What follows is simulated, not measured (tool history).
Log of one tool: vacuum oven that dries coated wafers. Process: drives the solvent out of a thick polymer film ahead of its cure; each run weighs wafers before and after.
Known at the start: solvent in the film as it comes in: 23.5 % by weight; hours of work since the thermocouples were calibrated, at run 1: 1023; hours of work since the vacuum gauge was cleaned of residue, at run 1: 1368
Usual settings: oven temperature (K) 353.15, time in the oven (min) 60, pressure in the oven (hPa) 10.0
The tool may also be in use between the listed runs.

run,hour,oven temperature (K),time in the oven (min),pressure in the oven (hPa),hours of work since the thermocouples were calibrated,hours of work since the vacuum gauge was cleaned of residue,solvent left in the film (%)
1,0.0,353.15,60,10.0,1023,1368,2.58
2,45.7,353.15,60,10.0,1045,1390,2.54
3,101.3,353.15,60,10.0,1071,1416,2.46
4,176.2,353.15,60,10.0,1107,1452,2.52
5,262.6,353.15,60,10.0,1148,1493,2.59
6,335.6,353.15,60,10.0,1183,1528,2.48
7,398.8,353.15,60,23.3,1213,1558,3.19
8,435.0,353.15,60,34.5,1231,1576,3.83
9,498.0,353.15,60,34.5,1261,1606,3.77
10,573.9,353.15,60,34.5,1297,1642,3.76
11,622.9,356.15,60,5.4,1320,1665,1.58
12,671.0,356.15,70,16.7,1343,1688,1.74
13,743.1,356.15,70,16.7,1378,1723,1.77
14,828.4,356.15,70,16.7,1419,1764,1.77
15,865.1,342.15,41,10.0,1436,1781,8.97
16,932.6,342.15,41,10.0,1468,1813,9.08
17,991.9,353.15,60,5.6,1497,1842,2.24
18,1032.6,358.15,69,5.2,1516,1861,0.98
19,1109.0,339.15,50,39.5,1552,1897,11.09
20,1194.0,356.15,99,18.4,1593,1938,1.30

5 ways to go on from here, each from the tool as it stands after run 20. What would each give?
A,1242.8,353.15,45,10.0,1616,1961,?
B,1242.8,345.15,52,10.0,1616,1961,?
C,1242.8,356.15,65,18.4,1616,1961,?
D,1242.8,363.15,60,6.6,1616,1961,?
E,1242.8,356.15,99,8.0,1616,1961,?

run,solvent left in the film (%)
A,3.79
B,6.04
C,1.97
D,0.76
E,0.91
Without the tool's hidden state the same runs would have given:
run,solvent left in the film (%)
A,4.30
B,6.65
C,2.14
D,0.72
E,0.78
